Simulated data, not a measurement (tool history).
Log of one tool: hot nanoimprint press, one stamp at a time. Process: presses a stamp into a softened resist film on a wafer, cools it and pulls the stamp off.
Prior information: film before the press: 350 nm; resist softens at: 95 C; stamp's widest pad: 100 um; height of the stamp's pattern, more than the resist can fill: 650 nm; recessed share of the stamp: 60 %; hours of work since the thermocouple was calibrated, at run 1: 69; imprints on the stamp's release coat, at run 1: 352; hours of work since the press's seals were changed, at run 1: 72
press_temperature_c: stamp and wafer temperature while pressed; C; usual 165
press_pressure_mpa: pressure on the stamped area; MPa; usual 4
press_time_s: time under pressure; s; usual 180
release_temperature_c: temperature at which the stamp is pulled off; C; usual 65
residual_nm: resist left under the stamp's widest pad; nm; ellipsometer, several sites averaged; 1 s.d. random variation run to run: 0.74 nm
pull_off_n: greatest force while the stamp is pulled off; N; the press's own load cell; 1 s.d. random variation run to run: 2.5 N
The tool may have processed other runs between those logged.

run   hour  press_temperature_c  press_pressure_mpa  press_time_s  release_temperature_c  hours of work since the thermocouple was calibrated  imprints on the stamp's release coat  hours of work since the press's seals were changed  residual_nm  pull_off_n
  1      0                  165                   4           180                     65                                                   69                                   352                                                  72        196.3         209
  2    5.4                  165                   4           180                     67                                                   73                                   368                                                  75        197.1         205
  3   10.8                  165                   4           180                     69                                                   76                                   384                                                  79          197         200
  4   17.6                  165                 4.1           180                     65                                                   81                                   404                                                  83        194.8         212
  5   22.3                  165                   4           267                     65                                                   84                                   417                                                  86          172         210
  6   26.6                  165                   4           180                     68                                                   87                                   430                                                  89        196.4         199
  7   34.7                  165                   4           180                     65                                                   92                                   454                                                  94        196.9         210
  8   42.2                  165                   4           180                     65                                                   97                                   476                                                  99        194.6         211
  9   48.8                  165                   4           180                     65                                                  101                                   495                                                 103        196.4         211
 10   52.9                  165                   4           180                     65                                                  104                                   507                                                 106        195.1         216
 11   61.5                  165                   4           180                     65                                                  109                                   532                                                 111        194.9         215
 12   68.4                  165                   4           180                     56                                                  114                                   552                                                 116        196.6         238
 13   78.1                  165                   4           180                     60                                                  120                                   580                                                 122        193.8         230
 14   84.7                  165                   4           180                     60                                                  124                                   600                                                 126        195.4         233
 15     93                  165                   4           141                     65                                                  129                                   624                                                 132        210.6         217
 16   98.5                  165                   4           141                     65                                                  133                                   640                                                 135        210.3         212
 17  107.2                  156                   4           180                     65                                                  139                                   665                                                 141        255.4         212
 18  113.3                  165                2.95           180                     70                                                  143                                   683                                                 145        219.9         196
 19  123.3                  165                3.18           260                     71                                                  149                                   712                                                 151        190.5         196
     135.6  -- stamp cleaned and given a new release coat
 20  138.5                  165                3.18           260                     71                                                  155                                     8                                                 157        190.6         189
 21  145.1                  177                 3.2           164                     60                                                  159                                    27                                                 161        151.8         226
 22  149.8                  165                   4           297                     65                                                  162                                    41                                                 164        163.2         215
 23  159.7                  165                   4           297                     65                                                  169                                    70                                                 171        164.2         209
 24  166.1                  165                   4           297                     65                                                  173                                    89                                                 175        163.3         210
 25  173.2                  165                2.99           297                     51                                                  177                                   109                                                 179        185.1         257
 26  182.6                  166                3.34           297                     55                                                  183                                   137                                                 186          171         246
 27  191.3                  166                5.67           105                     55                                                  189                                   162                                                 191        193.4         241

Predict the results of run 28:
 28  197.8                  166                5.67           105                     55                                                  193                                   181                                                 195            ?           ?

Run 28 yielded residual_nm 194.3 nm, pull_off_n 247 N.
Take away the tool's hidden state, keep the run-to-run variation as it was, and the same run would have given residual_nm 197.6 nm, pull_off_n 247 N.
